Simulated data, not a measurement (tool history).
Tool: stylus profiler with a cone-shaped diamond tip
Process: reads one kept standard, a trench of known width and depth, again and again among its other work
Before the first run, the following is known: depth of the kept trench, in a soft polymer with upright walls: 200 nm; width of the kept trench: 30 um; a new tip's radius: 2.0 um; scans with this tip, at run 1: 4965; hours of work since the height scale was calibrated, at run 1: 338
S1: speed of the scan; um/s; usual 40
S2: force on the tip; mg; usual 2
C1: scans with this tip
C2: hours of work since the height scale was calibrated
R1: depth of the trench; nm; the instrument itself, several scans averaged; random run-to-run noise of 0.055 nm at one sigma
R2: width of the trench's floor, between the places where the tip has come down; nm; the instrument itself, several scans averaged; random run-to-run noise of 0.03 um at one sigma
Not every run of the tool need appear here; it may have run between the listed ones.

{"run": 1, "hour": 0.0, "S1": 40, "S2": 2, "C1": 4965, "C2": 338, "R1": 201.55, "R2": 27350}
{"run": 2, "hour": 95.7, "S1": 40, "S2": 2, "C1": 5657, "C2": 385, "R1": 201.61, "R2": 27250}
{"run": 3, "hour": 171.9, "S1": 85, "S2": 2, "C1": 6207, "C2": 423, "R1": 201.74, "R2": 26860}
{"run": 4, "hour": 272.2, "S1": 85, "S2": 2, "C1": 6932, "C2": 472, "R1": 201.81, "R2": 26800}
{"run": 5, "hour": 392.8, "S1": 49, "S2": 2, "C1": 7804, "C2": 531, "R1": 201.82, "R2": 26970}
{"run": 6, "hour": 499.6, "S1": 40, "S2": 1.5, "C1": 8575, "C2": 584, "R1": 201.59, "R2": 26920}
{"run": 7, "hour": 562.3, "S1": 40, "S2": 1.5, "C1": 9029, "C2": 615, "R1": 201.71, "R2": 26880}
{"run": 8, "hour": 616.6, "S1": 40, "S2": 0.77, "C1": 9421, "C2": 642, "R1": 201.23, "R2": 26680}
{"run": 9, "hour": 703.1, "S1": 102, "S2": 2, "C1": 10046, "C2": 684, "R1": 201.95, "R2": 26380}
{"run": 10, "hour": 807.4, "S1": 102, "S2": 2, "C1": 10800, "C2": 736, "R1": 201.99, "R2": 26300}
{"run": 11, "hour": 890.6, "S1": 102, "S2": 2, "C1": 11401, "C2": 776, "R1": 201.92, "R2": 26250}
{"run": 12, "hour": 950.4, "S1": 102, "S2": 2, "C1": 11833, "C2": 806, "R1": 202.02, "R2": 26190}
{"run": 13, "hour": 1067.8, "S1": 102, "S2": 2, "C1": 12682, "C2": 864, "R1": 202.11, "R2": 26140}
{"run": 14, "hour": 1185.4, "S1": 138, "S2": 3.84, "C1": 13532, "C2": 922, "R1": 202.87, "R2": 26050}
{"run": 15, "hour": 1299.4, "S1": 10, "S2": 1.52, "C1": 14356, "C2": 978, "R1": 201.84, "R2": 26630}
{"run": 16, "hour": 1349.0, "S1": 46, "S2": 1.09, "C1": 14714, "C2": 1002, "R1": 201.65, "R2": 26220}
{"hour": 1408.9, "done": "new tip fitted, height scale calibrated"}
{"run": 17, "hour": 1427.5, "S1": 73, "S2": 1.2, "C1": 135, "C2": 9, "R1": 200.95, "R2": 27550}
{"run": 18, "hour": 1517.8, "S1": 17, "S2": 1.31, "C1": 788, "C2": 54, "R1": 201.11, "R2": 28070}
{"run": 19, "hour": 1581.9, "S1": 50, "S2": 0.76, "C1": 1251, "C2": 85, "R1": 200.86, "R2": 27500}
{"run": 20, "hour": 1704.4, "S1": 158, "S2": 1.52, "C1": 2136, "C2": 145, "R1": 201.37, "R2": 26680}
{"run": 21, "hour": 1799.8, "S1": 158, "S2": 1.52, "C1": 2826, "C2": 192, "R1": 201.44, "R2": 26570}
{"run": 22, "hour": 1867.3, "S1": 47, "S2": 1.35, "C1": 3313, "C2": 226, "R1": 201.26, "R2": 27480}

The logged runs with the hidden state left out (each run's random variation unchanged):
Hidden conditions of the tool in this case: radius of the tip, um; height scale over the true one, %; drift of the gauge itself on depth_nm, %; drift of the gauge itself on floor_um, %.
run=1 R1=201.3 R2=27980
run=2 R1=201.32 R2=27950
run=3 R1=201.42 R2=27620
run=4 R1=201.44 R2=27640
run=5 R1=201.4 R2=27900
run=6 R1=201.12 R2=27930
run=7 R1=201.22 R2=27930
run=8 R1=200.72 R2=27770
run=9 R1=201.4 R2=27530
run=10 R1=201.39 R2=27510
run=11 R1=201.29 R2=27510
run=12 R1=201.36 R2=27500
run=13 R1=201.41 R2=27520
run=14 R1=202.12 R2=27500
run=15 R1=201.04 R2=28150
run=16 R1=200.83 R2=27770
run=17 R1=200.88 R2=27550
run=18 R1=201 R2=28150
run=19 R1=200.72 R2=27640
run=20 R1=201.17 R2=26940
run=21 R1=201.2 R2=26920
run=22 R1=200.99 R2=27890
